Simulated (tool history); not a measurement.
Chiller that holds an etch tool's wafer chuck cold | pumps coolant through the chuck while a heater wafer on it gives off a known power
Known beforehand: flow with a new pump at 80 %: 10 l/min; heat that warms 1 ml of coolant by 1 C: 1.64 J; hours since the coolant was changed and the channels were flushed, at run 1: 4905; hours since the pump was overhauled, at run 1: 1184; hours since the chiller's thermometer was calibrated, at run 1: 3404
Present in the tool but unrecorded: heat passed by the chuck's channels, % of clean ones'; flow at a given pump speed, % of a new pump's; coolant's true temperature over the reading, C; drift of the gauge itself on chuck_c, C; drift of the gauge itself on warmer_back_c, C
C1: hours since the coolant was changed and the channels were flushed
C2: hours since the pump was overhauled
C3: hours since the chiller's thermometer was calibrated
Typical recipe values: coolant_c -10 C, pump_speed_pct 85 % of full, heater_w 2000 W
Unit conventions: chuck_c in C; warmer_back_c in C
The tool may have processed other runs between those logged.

run 1 hour=0.0 | coolant_c=-10 pump_speed_pct=85 heater_w=2000 | C1=4905 C2=1184 C3=3404 | chuck_c=15.3 warmer_back_c=7.01
run 2 hour=13.6 | coolant_c=-5 pump_speed_pct=85 heater_w=2000 | C1=4918 C2=1198 C3=3417 | chuck_c=20.1 warmer_back_c=7.08
run 3 hour=40.9 | coolant_c=-10 pump_speed_pct=85 heater_w=2000 | C1=4946 C2=1225 C3=3444 | chuck_c=15.0 warmer_back_c=7.05
run 4 hour=64.2 | coolant_c=-10 pump_speed_pct=85 heater_w=2000 | C1=4969 C2=1248 C3=3468 | chuck_c=15.1 warmer_back_c=7.05
run 5 hour=87.8 | coolant_c=-10 pump_speed_pct=85 heater_w=2000 | C1=4992 C2=1272 C3=3491 | chuck_c=15.2 warmer_back_c=7.09
run 6 hour=102.8 | coolant_c=-11 pump_speed_pct=85 heater_w=2000 | C1=5007 C2=1287 C3=3506 | chuck_c=14.0 warmer_back_c=7.17
run 7 hour=127.6 | coolant_c=-10 pump_speed_pct=85 heater_w=2000 | C1=5032 C2=1312 C3=3531 | chuck_c=15.1 warmer_back_c=7.10
run 8 hour=151.9 | coolant_c=-10 pump_speed_pct=85 heater_w=2000 | C1=5057 C2=1336 C3=3556 | chuck_c=15.5 warmer_back_c=7.12
run 9 hour=180.8 | coolant_c=-10 pump_speed_pct=85 heater_w=2000 | C1=5085 C2=1365 C3=3584 | chuck_c=15.1 warmer_back_c=7.10
run 10 hour=207.6 | coolant_c=-10 pump_speed_pct=85 heater_w=2000 | C1=5112 C2=1392 C3=3611 | chuck_c=15.4 warmer_back_c=7.19
-- hour=213.4 chiller's thermometer calibrated
run 11 hour=229.8 | coolant_c=-10 pump_speed_pct=85 heater_w=2723 | C1=5133 C2=1413 C3=16 | chuck_c=25.1 warmer_back_c=9.67
run 12 hour=250.0 | coolant_c=-8 pump_speed_pct=85 heater_w=2000 | C1=5154 C2=1433 C3=37 | chuck_c=17.6 warmer_back_c=7.07
run 13 hour=273.2 | coolant_c=-8 pump_speed_pct=85 heater_w=2000 | C1=5177 C2=1457 C3=60 | chuck_c=17.8 warmer_back_c=7.12
run 14 hour=300.3 | coolant_c=-8 pump_speed_pct=85 heater_w=2000 | C1=5204 C2=1484 C3=87 | chuck_c=17.9 warmer_back_c=7.11
run 15 hour=321.6 | coolant_c=0 pump_speed_pct=85 heater_w=2000 | C1=5225 C2=1505 C3=108 | chuck_c=25.7 warmer_back_c=7.11
run 16 hour=353.1 | coolant_c=0 pump_speed_pct=85 heater_w=2000 | C1=5257 C2=1536 C3=140 | chuck_c=25.8 warmer_back_c=7.08
run 17 hour=373.9 | coolant_c=0 pump_speed_pct=85 heater_w=1101 | C1=5278 C2=1557 C3=161 | chuck_c=14.4 warmer_back_c=3.87
run 18 hour=401.7 | coolant_c=-11 pump_speed_pct=93 heater_w=2079 | C1=5305 C2=1585 C3=188 | chuck_c=14.3 warmer_back_c=6.69
run 19 hour=415.0 | coolant_c=-16 pump_speed_pct=74 heater_w=1115 | C1=5319 C2=1598 C3=202 | chuck_c=0.2 warmer_back_c=4.57
run 20 hour=445.8 | coolant_c=-11 pump_speed_pct=80 heater_w=2000 | C1=5349 C2=1629 C3=232 | chuck_c=16.0 warmer_back_c=7.58
run 21 hour=473.6 | coolant_c=-11 pump_speed_pct=80 heater_w=2000 | C1=5377 C2=1657 C3=260 | chuck_c=16.3 warmer_back_c=7.63
run 22 hour=504.9 | coolant_c=-16 pump_speed_pct=73 heater_w=1946 | C1=5409 C2=1688 C3=292 | chuck_c=12.5 warmer_back_c=8.12
run 23 hour=535.4 | coolant_c=-16 pump_speed_pct=73 heater_w=1946 | C1=5439 C2=1719 C3=322 | chuck_c=12.4 warmer_back_c=8.17
run 24 hour=550.7 | coolant_c=-16 pump_speed_pct=73 heater_w=1946 | C1=5454 C2=1734 C3=337 | chuck_c=12.5 warmer_back_c=8.19
run 25 hour=568.5 | coolant_c=-16 pump_speed_pct=73 heater_w=1946 | C1=5472 C2=1752 C3=355 | chuck_c=12.5 warmer_back_c=8.27
run 26 hour=585.1 | coolant_c=-7 pump_speed_pct=85 heater_w=2000 | C1=5489 C2=1768 C3=372 | chuck_c=19.2 warmer_back_c=7.18
run 27 hour=611.4 | coolant_c=-10 pump_speed_pct=85 heater_w=2545 | C1=5515 C2=1795 C3=398 | chuck_c=23.4 warmer_back_c=9.14
run 28 hour=635.9 | coolant_c=-10 pump_speed_pct=83 heater_w=1984 | C1=5540 C2=1819 C3=423 | chuck_c=16.7 warmer_back_c=7.23
run 29 hour=657.7 | coolant_c=-10 pump_speed_pct=83 heater_w=1984 | C1=5561 C2=1841 C3=444 | chuck_c=16.6 warmer_back_c=7.34
run 30 hour=671.0 | coolant_c=-14 pump_speed_pct=63 heater_w=2000 | C1=5575 C2=1854 C3=458 | chuck_c=18.9 warmer_back_c=9.80
run 31 hour=684.7 | coolant_c=-10 pump_speed_pct=85 heater_w=1979 | C1=5588 C2=1868 C3=471 | chuck_c=16.2 warmer_back_c=7.10

Below are 4 alternative next runs, each starting from the tool's condition after run 31. Predict each:
run A hour=706.8 | coolant_c=-19 pump_speed_pct=76 heater_w=1979 | C1=5610 C2=1890 C3=493 | chuck_c=? warmer_back_c=?
run B hour=706.8 | coolant_c=-10 pump_speed_pct=88 heater_w=2000 | C1=5610 C2=1890 C3=493 | chuck_c=? warmer_back_c=?
run C hour=706.8 | coolant_c=-8 pump_speed_pct=63 heater_w=1979 | C1=5610 C2=1890 C3=493 | chuck_c=? warmer_back_c=?
run D hour=706.8 | coolant_c=-10 pump_speed_pct=64 heater_w=1979 | C1=5610 C2=1890 C3=493 | chuck_c=? warmer_back_c=?

run=A chuck_c=9.3 warmer_back_c=7.94
run=B chuck_c=15.6 warmer_back_c=6.92
run=C chuck_c=24.7 warmer_back_c=9.69
run=D chuck_c=22.2 warmer_back_c=9.55
With the hidden condition removed and each run's random variation left untouched, the same runs would have given:
run=A chuck_c=3.8 warmer_back_c=7.62
run=B chuck_c=10.5 warmer_back_c=6.65
run=C chuck_c=18.4 warmer_back_c=9.30
run=D chuck_c=16.0 warmer_back_c=9.17
